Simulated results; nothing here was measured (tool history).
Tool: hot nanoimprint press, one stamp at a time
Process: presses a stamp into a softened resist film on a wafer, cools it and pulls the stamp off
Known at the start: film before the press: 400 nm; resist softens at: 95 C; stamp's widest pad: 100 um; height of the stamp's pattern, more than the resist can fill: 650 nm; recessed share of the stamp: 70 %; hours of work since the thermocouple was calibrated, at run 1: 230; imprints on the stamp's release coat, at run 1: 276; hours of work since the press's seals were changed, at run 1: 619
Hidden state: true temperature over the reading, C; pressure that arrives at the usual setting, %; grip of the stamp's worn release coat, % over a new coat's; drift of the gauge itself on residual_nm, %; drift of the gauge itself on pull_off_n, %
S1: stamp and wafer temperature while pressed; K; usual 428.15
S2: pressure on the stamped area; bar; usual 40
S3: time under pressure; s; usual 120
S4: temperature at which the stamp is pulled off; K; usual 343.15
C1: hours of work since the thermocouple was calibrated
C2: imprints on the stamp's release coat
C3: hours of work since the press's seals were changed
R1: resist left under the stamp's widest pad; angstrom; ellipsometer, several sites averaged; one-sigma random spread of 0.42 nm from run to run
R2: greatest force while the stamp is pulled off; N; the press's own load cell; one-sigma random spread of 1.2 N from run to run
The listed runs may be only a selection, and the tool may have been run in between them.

| run | hour | S1 | S2 | S3 | S4 | C1 | C2 | C3 | R1 | R2 |
|---|---|---|---|---|---|---|---|---|---|---|
| 1 | 0 | 428.15 | 40 | 120 | 343.15 | 230 | 276 | 619 | 2362 | 190 |
| 2 | 81.7 | 428.15 | 40 | 120 | 343.15 | 292 | 763 | 682 | 2358 | 188 |
|  | 129.9 | stamp cleaned and given a new release coat |
| 3 | 150.3 | 422.15 | 40 | 120 | 343.15 | 340 | 122 | 730 | 2736 | 191 |
| 4 | 200.4 | 422.15 | 40 | 120 | 343.15 | 379 | 421 | 768 | 2745 | 186 |
|  | 215.9 | press's hydraulic seals changed and the load cell set to zero |
| 5 | 284.7 | 418.15 | 40 | 120 | 343.15 | 437 | 876 | 53 | 3000 | 189 |
|  | 293.2 | plate thermocouple calibrated |
|  | 317 | stamp cleaned and given a new release coat |
| 6 | 350.3 | 418.15 | 40 | 120 | 343.15 | 39 | 199 | 96 | 3002 | 186 |
| 7 | 416.1 | 418.15 | 40 | 120 | 343.15 | 89 | 591 | 146 | 3003 | 189 |
| 8 | 464.2 | 418.15 | 40 | 120 | 343.15 | 126 | 878 | 183 | 2994 | 189 |
|  | 496.7 | stamp cleaned and given a new release coat |
| 9 | 542.6 | 418.15 | 40 | 120 | 343.15 | 182 | 274 | 238 | 3005 | 188 |
| 10 | 603.4 | 428.15 | 40 | 120 | 343.15 | 228 | 637 | 285 | 2367 | 191 |
| 11 | 657.7 | 428.15 | 40 | 120 | 343.15 | 269 | 961 | 326 | 2371 | 186 |
|  | 673 | stamp cleaned and given a new release coat |
| 12 | 708.5 | 428.15 | 40 | 120 | 343.15 | 304 | 212 | 361 | 2370 | 187 |
| 13 | 749 | 428.15 | 40 | 89 | 339.15 | 335 | 453 | 392 | 2577 | 198 |
| 14 | 802.2 | 428.15 | 40 | 89 | 339.15 | 375 | 771 | 432 | 2579 | 199 |
| 15 | 838.3 | 428.15 | 40 | 89 | 339.15 | 403 | 986 | 460 | 2570 | 200 |
|  | 849.4 | stamp cleaned and given a new release coat |
|  | 898 | plate thermocouple calibrated |
| 16 | 932.2 | 428.15 | 40 | 89 | 339.15 | 26 | 476 | 525 | 2571 | 196 |
| 17 | 977.2 | 429.15 | 45.6 | 120 | 334.15 | 61 | 745 | 559 | 2174 | 208 |
|  | 1031.6 | stamp cleaned and given a new release coat |
| 18 | 1031.6 | 429.15 | 45.6 | 120 | 334.15 | 98 | 0 | 596 | 2171 | 208 |
| 19 | 1082.3 | 426.15 | 40 | 120 | 338.15 | 136 | 303 | 635 | 2498 | 201 |
| 20 | 1122.5 | 430.15 | 36.8 | 120 | 343.15 | 167 | 542 | 666 | 2336 | 189 |
| 21 | 1180 | 418.15 | 47.9 | 167 | 338.15 | 211 | 886 | 710 | 2610 | 200 |
|  | 1209.3 | stamp cleaned and given a new release coat |
| 22 | 1243.4 | 430.15 | 63.7 | 167 | 338.15 | 255 | 203 | 754 | 1593 | 202 |
|  | 1271.9 | press's hydraulic seals changed and the load cell set to zero |
| 23 | 1337.6 | 430.15 | 63.7 | 135 | 338.15 | 321 | 718 | 50 | 1721 | 200 |
|  | 1398.9 | stamp cleaned and given a new release coat |
| 24 | 1424.4 | 428.15 | 38.4 | 234 | 343.15 | 383 | 152 | 112 | 1959 | 189 |

Consider 3 possible next runs. They are alternatives, not a sequence: every one starts from the tool as it was left by run 24. What does each give?
|  | 1501.4 | plate thermocouple calibrated |
| A | 1501.4 | 419.15 | 30.3 | 120 | 343.15 | 0 | 594 | 169 | ? | ? |
|  | 1501.4 | plate thermocouple calibrated |
| B | 1501.4 | 428.15 | 44.1 | 234 | 343.15 | 0 | 594 | 169 | ? | ? |
|  | 1501.4 | plate thermocouple calibrated |
| C | 1501.4 | 428.15 | 38.4 | 87 | 343.15 | 0 | 594 | 169 | ? | ? |

| run | R1 | R2 |
|---|---|---|
| A | 3202 | 188 |
| B | 1834 | 189 |
| C | 2638 | 190 |
Without the tool's hidden state the same runs would have given:
| run | R1 | R2 |
|---|---|---|
| A | 3180 | 188 |
| B | 1821 | 188 |
| C | 2619 | 189 |
